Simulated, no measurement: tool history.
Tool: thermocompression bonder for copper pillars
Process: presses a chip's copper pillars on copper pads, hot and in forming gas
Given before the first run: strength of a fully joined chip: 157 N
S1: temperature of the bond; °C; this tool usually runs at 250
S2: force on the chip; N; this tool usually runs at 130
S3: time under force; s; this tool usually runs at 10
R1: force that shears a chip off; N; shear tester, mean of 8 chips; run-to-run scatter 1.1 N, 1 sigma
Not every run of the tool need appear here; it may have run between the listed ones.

run,hour,S1,S2,S3,R1
1,0,250,130,10,92.2
2,9.5,250,130,10,90.6
3,18.4,250,130,10,92.9
4,24.9,250,130,10,91
5,33.1,250,130,10,92.2
6,38.5,250,144,10,100.5
7,45.5,250,144,10,99.2
8,56.9,250,144,10,97.1
9,68.9,250,116,10,82.8
10,80,232,189,10,103.2
11,88.4,271,130,5,86.3
12,98.8,271,130,5,85.7
13,107.5,271,130,5,85.2
14,118.2,263,112,18,104.7
15,126.2,263,87,18,87

4 options for the next run, each taken on its own from the tool as it stands now. Forecast them:
A,139.2,250,131,10,?
B,139.2,252,116,18,?
C,139.2,263,80,18,?
D,139.2,259,83,29,?

run,R1
A,91.6
B,98.8
C,83.8
D,94.7
Without the tool's unlogged condition, the same runs would have read:
run,R1
A,98.1
B,105.9
C,89.7
D,101.4

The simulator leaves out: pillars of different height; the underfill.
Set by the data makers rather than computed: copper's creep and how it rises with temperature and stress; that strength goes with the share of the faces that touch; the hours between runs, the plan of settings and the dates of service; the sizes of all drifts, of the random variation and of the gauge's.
